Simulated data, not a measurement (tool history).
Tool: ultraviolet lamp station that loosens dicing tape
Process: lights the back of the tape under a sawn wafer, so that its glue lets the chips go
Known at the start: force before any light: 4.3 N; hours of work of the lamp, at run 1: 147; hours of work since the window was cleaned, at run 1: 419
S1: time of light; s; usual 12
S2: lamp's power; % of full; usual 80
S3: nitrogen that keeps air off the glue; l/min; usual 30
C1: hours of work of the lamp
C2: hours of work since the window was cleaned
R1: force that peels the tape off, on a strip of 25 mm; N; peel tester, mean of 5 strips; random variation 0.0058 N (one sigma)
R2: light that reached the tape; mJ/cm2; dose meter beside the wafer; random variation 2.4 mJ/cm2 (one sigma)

{"run": 1, "hour": 0.0, "S1": 12, "S2": 80, "S3": 30, "C1": 147, "C2": 419, "R1": 0.2, "R2": 204}
{"run": 2, "hour": 5.5, "S1": 12, "S2": 64, "S3": 30, "C1": 150, "C2": 421, "R1": 0.315, "R2": 164}
{"run": 3, "hour": 14.7, "S1": 12, "S2": 64, "S3": 30, "C1": 155, "C2": 426, "R1": 0.328, "R2": 162}
{"hour": 16.2, "done": "window cleaned of glue's vapour"}
{"run": 4, "hour": 27.1, "S1": 12, "S2": 80, "S3": 30, "C1": 161, "C2": 6, "R1": 0.146, "R2": 242}
{"run": 5, "hour": 36.3, "S1": 6, "S2": 80, "S3": 30, "C1": 166, "C2": 10, "R1": 0.586, "R2": 116}
{"run": 6, "hour": 44.6, "S1": 12, "S2": 80, "S3": 30, "C1": 170, "C2": 15, "R1": 0.156, "R2": 234}
{"run": 7, "hour": 53.5, "S1": 12, "S2": 80, "S3": 30, "C1": 175, "C2": 19, "R1": 0.145, "R2": 240}
{"run": 8, "hour": 59.6, "S1": 12, "S2": 80, "S3": 30, "C1": 178, "C2": 22, "R1": 0.146, "R2": 240}
{"run": 9, "hour": 66.2, "S1": 12, "S2": 80, "S3": 30, "C1": 181, "C2": 26, "R1": 0.154, "R2": 237}
{"run": 10, "hour": 71.8, "S1": 12, "S2": 80, "S3": 19, "C1": 184, "C2": 29, "R1": 0.217, "R2": 234}
{"run": 11, "hour": 78.7, "S1": 12, "S2": 80, "S3": 19, "C1": 188, "C2": 32, "R1": 0.222, "R2": 238}
{"run": 12, "hour": 90.9, "S1": 12, "S2": 80, "S3": 30, "C1": 194, "C2": 38, "R1": 0.167, "R2": 237}
{"run": 13, "hour": 101.0, "S1": 12, "S2": 80, "S3": 30, "C1": 199, "C2": 44, "R1": 0.157, "R2": 233}
{"run": 14, "hour": 109.9, "S1": 12, "S2": 80, "S3": 30, "C1": 204, "C2": 48, "R1": 0.152, "R2": 232}
{"run": 15, "hour": 119.1, "S1": 13, "S2": 80, "S3": 30, "C1": 208, "C2": 53, "R1": 0.145, "R2": 253}
{"run": 16, "hour": 125.6, "S1": 12, "S2": 73, "S3": 30, "C1": 212, "C2": 56, "R1": 0.176, "R2": 210}
{"run": 17, "hour": 131.2, "S1": 12, "S2": 73, "S3": 30, "C1": 215, "C2": 59, "R1": 0.194, "R2": 208}
{"run": 18, "hour": 141.3, "S1": 12, "S2": 80, "S3": 32, "C1": 220, "C2": 64, "R1": 0.145, "R2": 232}
{"run": 19, "hour": 153.3, "S1": 12, "S2": 80, "S3": 32, "C1": 226, "C2": 70, "R1": 0.163, "R2": 232}
{"run": 20, "hour": 162.6, "S1": 12, "S2": 80, "S3": 30, "C1": 231, "C2": 75, "R1": 0.171, "R2": 228}
{"run": 21, "hour": 174.3, "S1": 12, "S2": 80, "S3": 30, "C1": 237, "C2": 81, "R1": 0.165, "R2": 232}
{"run": 22, "hour": 182.1, "S1": 12, "S2": 64, "S3": 38, "C1": 241, "C2": 85, "R1": 0.212, "R2": 185}
{"run": 23, "hour": 192.3, "S1": 12, "S2": 99, "S3": 38, "C1": 246, "C2": 90, "R1": 0.116, "R2": 283}
{"run": 24, "hour": 200.7, "S1": 10, "S2": 72, "S3": 11, "C1": 250, "C2": 95, "R1": 0.686, "R2": 169}
{"run": 25, "hour": 209.0, "S1": 6, "S2": 80, "S3": 31, "C1": 255, "C2": 99, "R1": 0.622, "R2": 117}
{"run": 26, "hour": 220.1, "S1": 11, "S2": 97, "S3": 56, "C1": 260, "C2": 105, "R1": 0.113, "R2": 255}
{"run": 27, "hour": 230.8, "S1": 11, "S2": 97, "S3": 43, "C1": 266, "C2": 110, "R1": 0.118, "R2": 249}
{"run": 28, "hour": 236.6, "S1": 19, "S2": 67, "S3": 43, "C1": 269, "C2": 113, "R1": 0.109, "R2": 293}
{"run": 29, "hour": 247.1, "S1": 13, "S2": 93, "S3": 30, "C1": 274, "C2": 119, "R1": 0.122, "R2": 281}
{"run": 30, "hour": 259.2, "S1": 12, "S2": 74, "S3": 30, "C1": 280, "C2": 125, "R1": 0.191, "R2": 203}
{"run": 31, "hour": 265.2, "S1": 12, "S2": 74, "S3": 30, "C1": 283, "C2": 128, "R1": 0.193, "R2": 205}
{"run": 32, "hour": 275.7, "S1": 12, "S2": 74, "S3": 30, "C1": 289, "C2": 133, "R1": 0.202, "R2": 206}
{"run": 33, "hour": 282.2, "S1": 9, "S2": 74, "S3": 30, "C1": 292, "C2": 137, "R1": 0.342, "R2": 153}
{"run": 34, "hour": 292.5, "S1": 9, "S2": 74, "S3": 30, "C1": 297, "C2": 142, "R1": 0.376, "R2": 153}
{"run": 35, "hour": 304.9, "S1": 9, "S2": 76, "S3": 31, "C1": 304, "C2": 148, "R1": 0.317, "R2": 155}
{"run": 36, "hour": 314.4, "S1": 7, "S2": 92, "S3": 34, "C1": 309, "C2": 153, "R1": 0.337, "R2": 151}
{"run": 37, "hour": 326.6, "S1": 14, "S2": 88, "S3": 34, "C1": 315, "C2": 159, "R1": 0.114, "R2": 283}
{"run": 38, "hour": 335.8, "S1": 18, "S2": 74, "S3": 16, "C1": 320, "C2": 164, "R1": 0.164, "R2": 300}
{"run": 39, "hour": 348.3, "S1": 17, "S2": 75, "S3": 30, "C1": 326, "C2": 171, "R1": 0.121, "R2": 289}
{"run": 40, "hour": 354.3, "S1": 10, "S2": 67, "S3": 19, "C1": 329, "C2": 174, "R1": 0.557, "R2": 152}

The same runs without the tool's hidden state, with the same run-to-run variation:
The hidden state here: lamp's light, % of a new lamp's; light that the window lets through, % of a clean one's; drift of the gauge itself on peel_n, %; drift of the gauge itself on dose_mj_cm2, %.
run=1 R1=0.14 R2=251
run=2 R1=0.206 R2=202
run=3 R1=0.213 R2=200
run=4 R1=0.136 R2=253
run=5 R1=0.537 R2=122
run=6 R1=0.144 R2=246
run=7 R1=0.134 R2=252
run=8 R1=0.134 R2=253
run=9 R1=0.141 R2=250
run=10 R1=0.194 R2=249
run=11 R1=0.198 R2=252
run=12 R1=0.152 R2=252
run=13 R1=0.141 R2=249
run=14 R1=0.136 R2=249
run=15 R1=0.132 R2=271
run=16 R1=0.154 R2=226
run=17 R1=0.17 R2=224
run=18 R1=0.129 R2=250
run=19 R1=0.145 R2=251
run=20 R1=0.151 R2=248
run=21 R1=0.144 R2=254
run=22 R1=0.179 R2=202
run=23 R1=0.11 R2=310
run=24 R1=0.58 R2=186
run=25 R1=0.519 R2=129
run=26 R1=0.107 R2=282
run=27 R1=0.108 R2=276
run=28 R1=0.105 R2=326
run=29 R1=0.11 R2=314
run=30 R1=0.157 R2=227
run=31 R1=0.158 R2=230
run=32 R1=0.164 R2=232
run=33 R1=0.267 R2=172
run=34 R1=0.295 R2=173
run=35 R1=0.243 R2=176
run=36 R1=0.257 R2=172
run=37 R1=0.104 R2=323
run=38 R1=0.136 R2=343
run=39 R1=0.109 R2=332
run=40 R1=0.425 R2=175
